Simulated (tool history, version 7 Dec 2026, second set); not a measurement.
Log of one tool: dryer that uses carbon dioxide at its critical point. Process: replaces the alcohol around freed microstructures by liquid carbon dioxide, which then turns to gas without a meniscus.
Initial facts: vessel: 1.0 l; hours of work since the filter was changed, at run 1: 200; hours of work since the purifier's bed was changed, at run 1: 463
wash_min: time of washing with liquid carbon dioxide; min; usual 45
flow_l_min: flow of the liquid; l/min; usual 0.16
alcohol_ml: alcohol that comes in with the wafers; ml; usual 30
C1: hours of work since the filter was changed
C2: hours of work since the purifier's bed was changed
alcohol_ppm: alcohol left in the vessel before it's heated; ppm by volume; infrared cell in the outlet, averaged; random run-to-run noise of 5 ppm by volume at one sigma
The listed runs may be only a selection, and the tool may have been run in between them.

Run 1, day 0: usual settings; C1 200; C2 463. Result: alcohol_ppm 127 ppm by volume.
Run 2, day 1.033: usual settings; C1 214; C2 477. Result: alcohol_ppm 134 ppm by volume.
Run 3, day 2.017: usual settings; C1 226; C2 490. Result: alcohol_ppm 125 ppm by volume.
Run 4, day 3.679: usual settings; C1 248; C2 511. Result: alcohol_ppm 131 ppm by volume.
Run 5, day 5.833: usual settings but wash_min 44 min; C1 276; C2 540. Result: alcohol_ppm 137 ppm by volume.
Run 6, day 6.954: usual settings but wash_min 44 min; C1 291; C2 554. Result: alcohol_ppm 146 ppm by volume.
Run 7, day 8.238: usual settings but wash_min 44 min; C1 308; C2 571. Result: alcohol_ppm 150 ppm by volume.
Run 8, day 9.708: usual settings but wash_min 44 min; C1 327; C2 590. Result: alcohol_ppm 146 ppm by volume.
At day 9.946: inlet filter changed.
Run 9, day 10.875: usual settings but wash_min 44 min; C1 12; C2 605. Result: alcohol_ppm 139 ppm by volume.
Run 10, day 12.467: usual settings but wash_min 44 min; C1 33; C2 626. Result: alcohol_ppm 142 ppm by volume.
Run 11, day 14.454: usual settings but alcohol_ml 105 ml; C1 59; C2 652. Result: alcohol_ppm 228 ppm by volume.
Run 12, day 15.688: usual settings but alcohol_ml 105 ml; C1 75; C2 668. Result: alcohol_ppm 233 ppm by volume.
Run 13, day 17.871: usual settings but alcohol_ml 105 ml; C1 104; C2 697. Result: alcohol_ppm 231 ppm by volume.
Run 14, day 19.433: usual settings but alcohol_ml 105 ml; C1 124; C2 717. Result: alcohol_ppm 256 ppm by volume.
Run 15, day 21.125: usual settings but flow_l_min 0.136 l/min; C1 147; C2 740. Result: alcohol_ppm 222 ppm by volume.
At day 22.375: purifier's bed changed.
Run 16, day 22.6: usual settings but flow_l_min 0.205 l/min; C1 164; C2 3. Result: alcohol_ppm 4 ppm by volume.
Run 17, day 24.529: usual settings but wash_min 54 min; C1 190; C2 28. Result: alcohol_ppm 22 ppm by volume.
Run 18, day 25.85: usual settings but alcohol_ml 25 ml; C1 207; C2 46. Result: alcohol_ppm 52 ppm by volume.
Run 19, day 27.104: usual settings; C1 223; C2 62. Result: alcohol_ppm 64 ppm by volume.
Run 20, day 29.162: usual settings but flow_l_min 0.161 l/min; C1 250; C2 89. Result: alcohol_ppm 57 ppm by volume.
Run 21, day 30.133: usual settings but flow_l_min 0.173 l/min; C1 263; C2 102. Result: alcohol_ppm 43 ppm by volume.
Run 22, day 31.871: usual settings but wash_min 27 min; C1 286; C2 124. Result: alcohol_ppm 629 ppm by volume.
Run 23, day 33.679: usual settings but wash_min 39 min, flow_l_min 0.242 l/min; C1 310; C2 148. Result: alcohol_ppm 30 ppm by volume.
Run 24, day 34.688: usual settings but wash_min 29 min, flow_l_min 0.098 l/min, alcohol_ml 51 ml; C1 323; C2 161. Result: alcohol_ppm 4036 ppm by volume.
At day 35.2: inlet filter changed.
Run 25, day 35.662: usual settings but wash_min 57 min, flow_l_min 0.244 l/min, alcohol_ml 88 ml; C1 6; C2 174. Result: alcohol_ppm 36 ppm by volume.
Run 26, day 37.621: usual settings but wash_min 31 min; C1 32; C2 199. Result: alcohol_ppm 313 ppm by volume.
Run 27, day 39.667: usual settings but flow_l_min 0.188 l/min, alcohol_ml 27 ml; C1 59; C2 226. Result: alcohol_ppm 54 ppm by volume.
Run 28, day 41.592: usual settings but wash_min 35 min, flow_l_min 0.177 l/min, alcohol_ml 27 ml; C1 84; C2 251. Result: alcohol_ppm 126 ppm by volume.
Run 29, day 43.183: usual settings but wash_min 35 min, flow_l_min 0.177 l/min, alcohol_ml 27 ml; C1 105; C2 272. Result: alcohol_ppm 133 ppm by volume.
Run 30, day 45.346: usual settings but wash_min 53 min, flow_l_min 0.184 l/min, alcohol_ml 32 ml; C1 133; C2 301. Result: alcohol_ppm 60 ppm by volume.
Run 31, day 47.125: usual settings but wash_min 53 min, flow_l_min 0.184 l/min, alcohol_ml 32 ml; C1 156; C2 324. Result: alcohol_ppm 71 ppm by volume.
Run 32, day 48.212: usual settings but wash_min 34 min; C1 171; C2 338. Result: alcohol_ppm 261 ppm by volume.
Run 33, day 49.7: usual settings but wash_min 28 min, flow_l_min 0.184 l/min; C1 190; C2 358. Result: alcohol_ppm 311 ppm by volume.
Run 34, day 51.912: usual settings but wash_min 39 min, flow_l_min 0.104 l/min, alcohol_ml 42 ml; C1 219; C2 387. Result: alcohol_ppm 1125 ppm by volume.
Run 35, day 53.908: usual settings but wash_min 39 min, flow_l_min 0.104 l/min, alcohol_ml 42 ml; C1 245; C2 413. Result: alcohol_ppm 1166 ppm by volume.
Run 36, day 55.196: usual settings but wash_min 39 min, flow_l_min 0.104 l/min, alcohol_ml 42 ml; C1 262; C2 430. Result: alcohol_ppm 1177 ppm by volume.
Run 37, day 57.279: usual settings but wash_min 39 min, flow_l_min 0.122 l/min, alcohol_ml 42 ml; C1 289; C2 457. Result: alcohol_ppm 653 ppm by volume.
Run 38, day 58.554: usual settings but wash_min 55 min, flow_l_min 0.151 l/min, alcohol_ml 75 ml; C1 306; C2 474. Result: alcohol_ppm 127 ppm by volume.
Run 39, day 59.638: usual settings but wash_min 39 min, flow_l_min 0.149 l/min, alcohol_ml 92 ml; C1 320; C2 488. Result: alcohol_ppm 571 ppm by volume.
At day 60.346: inlet filter changed.
Run 40, day 61.292: usual settings but wash_min 55 min, flow_l_min 0.149 l/min, alcohol_ml 92 ml; C1 12; C2 509. Result: alcohol_ppm 130 ppm by volume.
Run 41, day 62.262: usual settings but wash_min 55 min, flow_l_min 0.118 l/min, alcohol_ml 37 ml; C1 25; C2 522. Result: alcohol_ppm 170 ppm by volume.
Run 42, day 63.246: usual settings but wash_min 54 min, flow_l_min 0.264 l/min, alcohol_ml 33 ml; C1 38; C2 535. Result: alcohol_ppm 85 ppm by volume.
Run 43, day 65.183: usual settings but wash_min 42 min, flow_l_min 0.096 l/min, alcohol_ml 21 ml; C1 63; C2 560. Result: alcohol_ppm 576 ppm by volume.
Run 44, day 66.858: usual settings but wash_min 49 min, flow_l_min 0.165 l/min, alcohol_ml 20 ml; C1 85; C2 582. Result: alcohol_ppm 104 ppm by volume.

Hidden state or all else? Some run-to-run changes of alcohol_ppm, split into what the settings, what came in and random variation would give without the hidden state, and what is left for the hidden state (with any gauge scatter that isn't in both results):
Hidden state at play: flow that reaches the vessel past the clogged filter, %; alcohol in the recycled carbon dioxide, ppm; drift of the gauge itself on alcohol_ppm, %.
Run 15 -> 16: flow_l_min 0.136 -> 0.205, purifier's bed changed. alcohol_ppm -218 ppm by volume: hidden state -134, all else -84.
Run 23 -> 24: wash_min 39 -> 29, flow_l_min 0.242 -> 0.098, alcohol_ml 30 -> 51. alcohol_ppm +4006 ppm by volume: hidden state +578, all else +3428.
Run 24 -> 25: wash_min 29 -> 57, flow_l_min 0.098 -> 0.244, alcohol_ml 51 -> 88, inlet filter changed. alcohol_ppm -4000 ppm by volume: hidden state -576, all else -3424.
Run 33 -> 34: wash_min 28 -> 39, flow_l_min 0.184 -> 0.104, alcohol_ml 30 -> 42. alcohol_ppm +814 ppm by volume: hidden state +124, all else +690.

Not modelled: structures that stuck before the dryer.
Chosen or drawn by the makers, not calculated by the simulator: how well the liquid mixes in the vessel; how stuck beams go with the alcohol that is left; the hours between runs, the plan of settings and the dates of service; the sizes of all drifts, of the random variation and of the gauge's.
